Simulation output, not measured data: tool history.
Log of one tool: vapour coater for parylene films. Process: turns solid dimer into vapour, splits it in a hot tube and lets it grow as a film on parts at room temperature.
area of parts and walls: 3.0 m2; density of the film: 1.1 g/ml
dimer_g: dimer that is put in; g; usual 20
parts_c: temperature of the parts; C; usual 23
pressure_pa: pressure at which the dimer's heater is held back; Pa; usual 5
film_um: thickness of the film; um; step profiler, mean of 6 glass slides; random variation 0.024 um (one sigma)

Run 1, hour 0: usual settings. Result: film_um 3.36 um.
Run 2, hour 25.2: usual settings but pressure_pa 2.73 Pa. Result: film_um 3.63 um.
Run 3, hour 47: usual settings but pressure_pa 2.73 Pa. Result: film_um 3.59 um.
Run 4, hour 62.3: usual settings but pressure_pa 2.73 Pa. Result: film_um 3.63 um.
At hour 77.6: trap's valve overhauled.
Run 5, hour 79.8: usual settings but pressure_pa 6.35 Pa. Result: film_um 3.32 um.
Run 6, hour 101.7: usual settings. Result: film_um 3.44 um.
Run 7, hour 116.8: usual settings. Result: film_um 3.46 um.
Run 8, hour 135.3: usual settings but dimer_g 11 g. Result: film_um 1.86 um.
Run 9, hour 157.3: usual settings but dimer_g 11 g. Result: film_um 1.9 um.

Forecast run 10:
Run 10, hour 176.4: usual settings but dimer_g 11 g. Result: film_um ?.

Run 10 gave film_um 1.86 um.
Without the tool's hidden state the same run would have given film_um 1.87 um.
